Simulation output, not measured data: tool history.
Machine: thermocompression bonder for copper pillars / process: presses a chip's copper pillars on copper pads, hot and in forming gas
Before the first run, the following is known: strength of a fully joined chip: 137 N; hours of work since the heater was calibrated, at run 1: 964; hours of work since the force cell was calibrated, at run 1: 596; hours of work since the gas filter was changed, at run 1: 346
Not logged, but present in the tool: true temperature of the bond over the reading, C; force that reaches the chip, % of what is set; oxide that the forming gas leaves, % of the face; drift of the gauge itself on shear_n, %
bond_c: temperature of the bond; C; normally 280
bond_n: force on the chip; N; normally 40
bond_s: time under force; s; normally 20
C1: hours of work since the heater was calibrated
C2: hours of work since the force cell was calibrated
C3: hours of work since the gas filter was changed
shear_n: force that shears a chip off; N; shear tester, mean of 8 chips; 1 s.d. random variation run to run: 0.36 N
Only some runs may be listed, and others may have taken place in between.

run 1 hour=0.0 | bond_c=280 bond_n=40 bond_s=20 | C1=964 C2=596 C3=346 | shear_n=87.5
-- hour=37.3 forming gas filter changed
run 2 hour=51.0 | bond_c=280 bond_n=40 bond_s=20 | C1=1003 C2=635 C3=11 | shear_n=86.8
run 3 hour=129.8 | bond_c=280 bond_n=40 bond_s=20 | C1=1065 C2=697 C3=72 | shear_n=88.1
run 4 hour=214.4 | bond_c=280 bond_n=40 bond_s=20 | C1=1131 C2=763 C3=138 | shear_n=87.1
run 5 hour=267.6 | bond_c=280 bond_n=42 bond_s=20 | C1=1172 C2=804 C3=180 | shear_n=89.5
run 6 hour=326.0 | bond_c=280 bond_n=40 bond_s=20 | C1=1218 C2=850 C3=225 | shear_n=87.5
-- hour=391.1 force cell calibrated
run 7 hour=396.4 | bond_c=280 bond_n=30 bond_s=20 | C1=1272 C2=4 C3=279 | shear_n=75.1
run 8 hour=470.8 | bond_c=280 bond_n=30 bond_s=20 | C1=1330 C2=62 C3=337 | shear_n=75.2
run 9 hour=509.1 | bond_c=280 bond_n=30 bond_s=20 | C1=1360 C2=92 C3=367 | shear_n=75.7
-- hour=519.8 forming gas filter changed
-- hour=588.4 heater calibrated with a thermocouple chip
run 10 hour=591.6 | bond_c=280 bond_n=40 bond_s=14 | C1=3 C2=155 C3=55 | shear_n=78.1
run 11 hour=654.6 | bond_c=280 bond_n=40 bond_s=14 | C1=52 C2=204 C3=104 | shear_n=77.9
run 12 hour=721.6 | bond_c=280 bond_n=40 bond_s=14 | C1=104 C2=256 C3=156 | shear_n=78.8
run 13 hour=781.1 | bond_c=280 bond_n=40 bond_s=35 | C1=150 C2=302 C3=202 | shear_n=101.1
run 14 hour=837.2 | bond_c=280 bond_n=40 bond_s=35 | C1=194 C2=346 C3=246 | shear_n=100.9
run 15 hour=894.0 | bond_c=280 bond_n=40 bond_s=35 | C1=239 C2=391 C3=290 | shear_n=101.2
run 16 hour=938.3 | bond_c=280 bond_n=40 bond_s=35 | C1=273 C2=425 C3=325 | shear_n=101.3
run 17 hour=973.9 | bond_c=280 bond_n=40 bond_s=31 | C1=301 C2=453 C3=353 | shear_n=98.3
-- hour=1005.2 forming gas filter changed
run 18 hour=1013.2 | bond_c=287 bond_n=40 bond_s=20 | C1=331 C2=483 C3=6 | shear_n=93.6
run 19 hour=1097.3 | bond_c=287 bond_n=40 bond_s=20 | C1=397 C2=549 C3=72 | shear_n=93.9
run 20 hour=1144.7 | bond_c=280 bond_n=47 bond_s=55 | C1=434 C2=586 C3=109 | shear_n=116.8
run 21 hour=1185.5 | bond_c=252 bond_n=55 bond_s=14 | C1=466 C2=618 C3=141 | shear_n=65.4
run 22 hour=1245.8 | bond_c=252 bond_n=55 bond_s=14 | C1=513 C2=665 C3=188 | shear_n=65.2
run 23 hour=1286.1 | bond_c=252 bond_n=55 bond_s=14 | C1=544 C2=696 C3=219 | shear_n=65.2
run 24 hour=1325.6 | bond_c=258 bond_n=48 bond_s=12 | C1=575 C2=727 C3=250 | shear_n=62.1
run 25 hour=1360.6 | bond_c=306 bond_n=46 bond_s=28 | C1=602 C2=754 C3=277 | shear_n=119.3
run 26 hour=1415.9 | bond_c=251 bond_n=40 bond_s=22 | C1=645 C2=797 C3=320 | shear_n=62.8
-- hour=1487.4 forming gas filter changed
run 27 hour=1497.1 | bond_c=251 bond_n=40 bond_s=22 | C1=708 C2=860 C3=8 | shear_n=62.9
run 28 hour=1532.4 | bond_c=251 bond_n=40 bond_s=22 | C1=736 C2=888 C3=35 | shear_n=62.7
-- hour=1545.9 force cell calibrated
run 29 hour=1600.9 | bond_c=294 bond_n=37 bond_s=25 | C1=788 C2=43 C3=87 | shear_n=101.4
run 30 hour=1649.0 | bond_c=294 bond_n=57 bond_s=33 | C1=826 C2=80 C3=125 | shear_n=121.5
run 31 hour=1701.9 | bond_c=266 bond_n=49 bond_s=36 | C1=867 C2=122 C3=166 | shear_n=97.5
run 32 hour=1772.6 | bond_c=266 bond_n=49 bond_s=36 | C1=922 C2=177 C3=221 | shear_n=96.8
run 33 hour=1824.4 | bond_c=280 bond_n=40 bond_s=35 | C1=963 C2=217 C3=262 | shear_n=100.8
run 34 hour=1888.9 | bond_c=280 bond_n=40 bond_s=35 | C1=1013 C2=268 C3=312 | shear_n=101.0
run 35 hour=1962.4 | bond_c=280 bond_n=40 bond_s=35 | C1=1070 C2=325 C3=370 | shear_n=100.6
-- hour=1968.2 forming gas filter changed
run 36 hour=2041.8 | bond_c=264 bond_n=39 bond_s=20 | C1=1132 C2=387 C3=57 | shear_n=71.6
run 37 hour=2101.0 | bond_c=264 bond_n=39 bond_s=20 | C1=1178 C2=433 C3=104 | shear_n=71.9
run 38 hour=2152.5 | bond_c=288 bond_n=24 bond_s=46 | C1=1218 C2=473 C3=144 | shear_n=94.5

Entry by entry between the runs, the difference in hidden state between the last listed run before and the first listed run after:
In the gap between runs 1 and 2: forming gas filter changed (hour 37.3)
  oxide that the forming gas leaves, % of the face: 0.62 -> 0.51
In the gap between runs 6 and 7: force cell calibrated (hour 391.1)
  force that reaches the chip, % of what is set: 100.2 -> 100; oxide that the forming gas leaves, % of the face: 0.59 -> 0.61
In the gap between runs 9 and 10: forming gas filter changed (hour 519.8); heater calibrated with a thermocouple chip (hour 588.4)
  true temperature of the bond over the reading, C: -0.1 -> 0; oxide that the forming gas leaves, % of the face: 0.64 -> 0.52
In the gap between runs 17 and 18: forming gas filter changed (hour 1005.2)
  oxide that the forming gas leaves, % of the face: 0.63 -> 0.5
In the gap between runs 26 and 27: forming gas filter changed (hour 1487.4)
  oxide that the forming gas leaves, % of the face: 0.62 -> 0.51
In the gap between runs 28 and 29: force cell calibrated (hour 1545.9)
  force that reaches the chip, % of what is set: 100.2 -> 100; oxide that the forming gas leaves, % of the face: 0.52 -> 0.54
In the gap between runs 35 and 36: forming gas filter changed (hour 1968.2)
  oxide that the forming gas leaves, % of the face: 0.64 -> 0.52
